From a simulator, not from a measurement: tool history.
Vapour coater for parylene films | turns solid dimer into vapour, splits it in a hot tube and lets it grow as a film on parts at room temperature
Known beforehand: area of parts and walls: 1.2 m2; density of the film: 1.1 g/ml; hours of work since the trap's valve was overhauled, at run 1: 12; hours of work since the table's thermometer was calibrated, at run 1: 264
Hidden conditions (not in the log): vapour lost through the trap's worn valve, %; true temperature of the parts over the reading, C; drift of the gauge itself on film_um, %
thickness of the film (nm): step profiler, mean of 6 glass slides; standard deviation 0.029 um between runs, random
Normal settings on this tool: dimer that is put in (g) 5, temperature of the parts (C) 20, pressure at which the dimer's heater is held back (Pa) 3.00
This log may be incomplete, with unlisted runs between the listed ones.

| run | hour | dimer that is put in (g) | temperature of the parts (C) | pressure at which the dimer's heater is held back (Pa) | hours of work since the trap's valve was overhauled | hours of work since the table's thermometer was calibrated | thickness of the film (nm) |
|---|---|---|---|---|---|---|---|
| 1 | 0.0 | 5 | 20 | 3.00 | 12 | 264 | 2690 |
| 2 | 22.0 | 2 | 20 | 3.00 | 23 | 275 | 1080 |
| 3 | 40.7 | 5 | 14 | 3.00 | 32 | 284 | 3290 |
| 4 | 63.2 | 5 | 14 | 3.00 | 42 | 295 | 3160 |
| 5 | 89.6 | 2 | 20 | 3.00 | 55 | 307 | 1070 |
| 6 | 105.0 | 5 | 20 | 9.59 | 62 | 315 | 2190 |
| 7 | 119.2 | 5 | 26 | 3.00 | 69 | 321 | 2140 |

Run 8, settings as shown, results not yet in. Your forecast:
| 8 | 141.8 | 5 | 21 | 5.56 | 80 | 332 | ? |

{"run 8": {"thickness of the film (nm)": 2290}}
Minus the tool's unlogged condition, the same run would have read thickness of the film (nm) 2330.
